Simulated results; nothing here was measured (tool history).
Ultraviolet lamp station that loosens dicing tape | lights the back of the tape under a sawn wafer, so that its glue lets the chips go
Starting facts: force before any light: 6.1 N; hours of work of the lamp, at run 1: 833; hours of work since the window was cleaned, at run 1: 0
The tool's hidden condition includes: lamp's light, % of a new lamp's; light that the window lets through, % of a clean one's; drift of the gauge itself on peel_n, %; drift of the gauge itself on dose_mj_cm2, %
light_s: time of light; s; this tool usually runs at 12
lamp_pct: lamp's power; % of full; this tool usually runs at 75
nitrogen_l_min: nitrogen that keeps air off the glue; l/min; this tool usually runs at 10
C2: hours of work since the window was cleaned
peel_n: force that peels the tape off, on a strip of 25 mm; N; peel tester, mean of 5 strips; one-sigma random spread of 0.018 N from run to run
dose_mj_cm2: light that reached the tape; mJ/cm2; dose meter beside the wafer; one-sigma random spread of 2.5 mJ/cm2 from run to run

{"run": 1, "hour": 0.0, "light_s": 12, "lamp_pct": 75, "nitrogen_l_min": 10, "hours of work of the lamp": 833, "C2": 0, "peel_n": 1.202, "dose_mj_cm2": 247}
{"run": 2, "hour": 59.9, "light_s": 12, "lamp_pct": 75, "nitrogen_l_min": 10, "hours of work of the lamp": 868, "C2": 36, "peel_n": 1.26, "dose_mj_cm2": 242}
{"run": 3, "hour": 127.6, "light_s": 12, "lamp_pct": 75, "nitrogen_l_min": 10, "hours of work of the lamp": 909, "C2": 76, "peel_n": 1.364, "dose_mj_cm2": 230}
{"run": 4, "hour": 180.2, "light_s": 12, "lamp_pct": 75, "nitrogen_l_min": 10, "hours of work of the lamp": 940, "C2": 107, "peel_n": 1.406, "dose_mj_cm2": 226}
{"run": 5, "hour": 230.0, "light_s": 12, "lamp_pct": 100, "nitrogen_l_min": 10, "hours of work of the lamp": 970, "C2": 137, "peel_n": 0.933, "dose_mj_cm2": 289}
{"run": 6, "hour": 268.3, "light_s": 12, "lamp_pct": 100, "nitrogen_l_min": 10, "hours of work of the lamp": 993, "C2": 160, "peel_n": 0.97, "dose_mj_cm2": 277}
{"run": 7, "hour": 307.2, "light_s": 12, "lamp_pct": 100, "nitrogen_l_min": 10, "hours of work of the lamp": 1016, "C2": 183, "peel_n": 0.995, "dose_mj_cm2": 279}
{"hour": 361.7, "done": "window cleaned of glue's vapour"}
{"run": 8, "hour": 393.2, "light_s": 12, "lamp_pct": 100, "nitrogen_l_min": 10, "hours of work of the lamp": 1067, "C2": 19, "peel_n": 0.86, "dose_mj_cm2": 308}
{"run": 9, "hour": 480.8, "light_s": 12, "lamp_pct": 75, "nitrogen_l_min": 10, "hours of work of the lamp": 1119, "C2": 71, "peel_n": 1.359, "dose_mj_cm2": 215}
{"run": 10, "hour": 525.4, "light_s": 12, "lamp_pct": 75, "nitrogen_l_min": 18, "hours of work of the lamp": 1146, "C2": 98, "peel_n": 1.207, "dose_mj_cm2": 214}
{"run": 11, "hour": 594.4, "light_s": 12, "lamp_pct": 75, "nitrogen_l_min": 18, "hours of work of the lamp": 1187, "C2": 139, "peel_n": 1.234, "dose_mj_cm2": 200}
{"run": 12, "hour": 679.4, "light_s": 12, "lamp_pct": 61, "nitrogen_l_min": 18, "hours of work of the lamp": 1237, "C2": 189, "peel_n": 1.689, "dose_mj_cm2": 159}
{"hour": 721.1, "done": "window cleaned of glue's vapour"}
{"run": 13, "hour": 765.9, "light_s": 12, "lamp_pct": 61, "nitrogen_l_min": 18, "hours of work of the lamp": 1289, "C2": 27, "peel_n": 1.543, "dose_mj_cm2": 173}
{"run": 14, "hour": 839.6, "light_s": 7, "lamp_pct": 75, "nitrogen_l_min": 10, "hours of work of the lamp": 1333, "C2": 71, "peel_n": 2.595, "dose_mj_cm2": 122}
{"run": 15, "hour": 879.1, "light_s": 12, "lamp_pct": 75, "nitrogen_l_min": 10, "hours of work of the lamp": 1356, "C2": 94, "peel_n": 1.485, "dose_mj_cm2": 201}
{"run": 16, "hour": 950.4, "light_s": 22, "lamp_pct": 75, "nitrogen_l_min": 10, "hours of work of the lamp": 1399, "C2": 137, "peel_n": 0.67, "dose_mj_cm2": 351}
{"run": 17, "hour": 1035.1, "light_s": 23, "lamp_pct": 85, "nitrogen_l_min": 20, "hours of work of the lamp": 1449, "C2": 187, "peel_n": 0.382, "dose_mj_cm2": 397}
{"run": 18, "hour": 1074.9, "light_s": 23, "lamp_pct": 85, "nitrogen_l_min": 20, "hours of work of the lamp": 1473, "C2": 211, "peel_n": 0.392, "dose_mj_cm2": 390}
{"hour": 1082.0, "done": "window cleaned of glue's vapour"}
{"run": 19, "hour": 1128.8, "light_s": 23, "lamp_pct": 97, "nitrogen_l_min": 6, "hours of work of the lamp": 1505, "C2": 28, "peel_n": 0.464, "dose_mj_cm2": 503}
{"run": 20, "hour": 1181.5, "light_s": 15, "lamp_pct": 75, "nitrogen_l_min": 10, "hours of work of the lamp": 1536, "C2": 59, "peel_n": 1.218, "dose_mj_cm2": 244}
{"hour": 1264.1, "done": "lamp changed"}
{"run": 21, "hour": 1264.1, "light_s": 15, "lamp_pct": 75, "nitrogen_l_min": 10, "hours of work of the lamp": 0, "C2": 108, "peel_n": 0.704, "dose_mj_cm2": 344}
{"run": 22, "hour": 1341.1, "light_s": 7, "lamp_pct": 75, "nitrogen_l_min": 3, "hours of work of the lamp": 46, "C2": 154, "peel_n": 3.058, "dose_mj_cm2": 155}
{"run": 23, "hour": 1404.2, "light_s": 10, "lamp_pct": 75, "nitrogen_l_min": 5, "hours of work of the lamp": 84, "C2": 191, "peel_n": 1.963, "dose_mj_cm2": 210}
{"hour": 1440.5, "done": "window cleaned of glue's vapour"}
{"run": 24, "hour": 1461.0, "light_s": 12, "lamp_pct": 77, "nitrogen_l_min": 10, "hours of work of the lamp": 117, "C2": 12, "peel_n": 0.87, "dose_mj_cm2": 296}
{"run": 25, "hour": 1514.4, "light_s": 12, "lamp_pct": 77, "nitrogen_l_min": 10, "hours of work of the lamp": 149, "C2": 44, "peel_n": 0.948, "dose_mj_cm2": 291}
{"run": 26, "hour": 1590.8, "light_s": 20, "lamp_pct": 99, "nitrogen_l_min": 10, "hours of work of the lamp": 194, "C2": 90, "peel_n": 0.269, "dose_mj_cm2": 587}
{"run": 27, "hour": 1674.9, "light_s": 18, "lamp_pct": 75, "nitrogen_l_min": 12, "hours of work of the lamp": 245, "C2": 140, "peel_n": 0.498, "dose_mj_cm2": 383}
{"run": 28, "hour": 1756.8, "light_s": 14, "lamp_pct": 78, "nitrogen_l_min": 17, "hours of work of the lamp": 293, "C2": 189, "peel_n": 0.669, "dose_mj_cm2": 297}
{"hour": 1801.2, "done": "window cleaned of glue's vapour"}
{"run": 29, "hour": 1802.9, "light_s": 14, "lamp_pct": 78, "nitrogen_l_min": 17, "hours of work of the lamp": 321, "C2": 1, "peel_n": 0.522, "dose_mj_cm2": 336}
{"run": 30, "hour": 1864.5, "light_s": 12, "lamp_pct": 75, "nitrogen_l_min": 15, "hours of work of the lamp": 357, "C2": 38, "peel_n": 0.88, "dose_mj_cm2": 272}
{"run": 31, "hour": 1940.4, "light_s": 12, "lamp_pct": 75, "nitrogen_l_min": 15, "hours of work of the lamp": 403, "C2": 83, "peel_n": 0.892, "dose_mj_cm2": 257}

Below are 4 alternative next runs, each starting from the tool's condition after run 31. Predict each:
{"run": "A", "hour": 2008.5, "light_s": 12, "lamp_pct": 67, "nitrogen_l_min": 6, "hours of work of the lamp": 443, "C2": 124, "peel_n": "?", "dose_mj_cm2": "?"}
{"run": "B", "hour": 2008.5, "light_s": 21, "lamp_pct": 98, "nitrogen_l_min": 10, "hours of work of the lamp": 443, "C2": 124, "peel_n": "?", "dose_mj_cm2": "?"}
{"run": "C", "hour": 2008.5, "light_s": 22, "lamp_pct": 69, "nitrogen_l_min": 7, "hours of work of the lamp": 443, "C2": 124, "peel_n": "?", "dose_mj_cm2": "?"}
{"run": "D", "hour": 2008.5, "light_s": 9, "lamp_pct": 75, "nitrogen_l_min": 12, "hours of work of the lamp": 443, "C2": 124, "peel_n": "?", "dose_mj_cm2": "?"}

run=A peel_n=1.747 dose_mj_cm2=222
run=B peel_n=0.297 dose_mj_cm2=565
run=C peel_n=0.592 dose_mj_cm2=420
run=D peel_n=1.582 dose_mj_cm2=188
Had the tool no hidden state, the same runs would have come out as:
run=A peel_n=1.379 dose_mj_cm2=266
run=B peel_n=0.241 dose_mj_cm2=679
run=C peel_n=0.425 dose_mj_cm2=504
run=D peel_n=1.235 dose_mj_cm2=226

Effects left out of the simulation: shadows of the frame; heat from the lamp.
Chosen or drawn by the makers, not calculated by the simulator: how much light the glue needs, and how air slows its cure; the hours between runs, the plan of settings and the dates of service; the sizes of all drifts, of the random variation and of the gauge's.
